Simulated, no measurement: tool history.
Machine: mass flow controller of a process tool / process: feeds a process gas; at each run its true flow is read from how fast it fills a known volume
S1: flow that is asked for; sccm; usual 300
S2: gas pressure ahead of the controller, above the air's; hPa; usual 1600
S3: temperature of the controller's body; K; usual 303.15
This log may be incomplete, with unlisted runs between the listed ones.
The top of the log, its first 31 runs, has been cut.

Run 32, hour 1994.0: usual settings but S1 450 sccm. Result: true flow (%) 98.99.
Run 33, hour 2079.2: usual settings but S1 450 sccm. Result: true flow (%) 98.99.
Run 34, hour 2145.5: usual settings but S1 450 sccm. Result: true flow (%) 98.91.
Run 35, hour 2223.5: usual settings but S1 180 sccm, S2 1960 hPa, S3 300.15 K. Result: true flow (%) 98.96.
Run 36, hour 2280.2: usual settings but S1 180 sccm, S2 1960 hPa, S3 300.15 K. Result: true flow (%) 98.93.
Run 37, hour 2343.8: usual settings but S1 180 sccm, S2 1960 hPa, S3 300.15 K. Result: true flow (%) 99.02.
Run 38, hour 2420.6: usual settings but S1 131 sccm, S2 2520 hPa, S3 302.15 K. Result: true flow (%) 98.72.
Run 39, hour 2476.4: usual settings but S1 131 sccm, S2 2520 hPa, S3 302.15 K. Result: true flow (%) 98.73.
Run 40, hour 2523.9: usual settings but S2 1690 hPa. Result: true flow (%) 98.72.
Run 41, hour 2597.8: usual settings but S1 152 sccm, S2 2500 hPa. Result: true flow (%) 98.78.
Run 42, hour 2645.9: usual settings but S1 119 sccm, S2 2700 hPa, S3 293.15 K. Result: true flow (%) 99.89.
Run 43, hour 2730.8: usual settings but S1 119 sccm, S2 2700 hPa, S3 293.15 K. Result: true flow (%) 99.87.
Run 44, hour 2798.0: usual settings but S1 119 sccm, S2 2700 hPa, S3 293.15 K. Result: true flow (%) 99.76.
Run 45, hour 2854.3: usual settings but S1 265 sccm, S2 2700 hPa, S3 304.15 K. Result: true flow (%) 98.83.
Run 46, hour 2936.3: usual settings but S1 265 sccm, S2 2700 hPa, S3 304.15 K. Result: true flow (%) 98.84.
Run 47, hour 2997.9: usual settings but S1 265 sccm, S2 2700 hPa, S3 304.15 K. Result: true flow (%) 98.67.
Run 48, hour 3064.9: usual settings but S1 298 sccm, S2 2780 hPa, S3 306.15 K. Result: true flow (%) 98.65.

Below are 3 alternative next runs, each starting from the tool's condition after run 48. Predict each:
Run A, hour 3152.0: usual settings but S1 360 sccm, S2 2780 hPa, S3 306.15 K. Result: true flow (%) ?.
Run B, hour 3152.0: usual settings but S1 275 sccm, S3 306.15 K. Result: true flow (%) ?.
Run C, hour 3152.0: usual settings but S1 303 sccm, S2 2780 hPa, S3 306.15 K. Result: true flow (%) ?.

run  true flow (%)
  A          98.70
  B          98.37
  C          98.55
The same runs, with their run-to-run variation unchanged, on a tool lacking any hidden condition would have given:
run  true flow (%)
  A          98.69
  B          98.36
  C          98.54
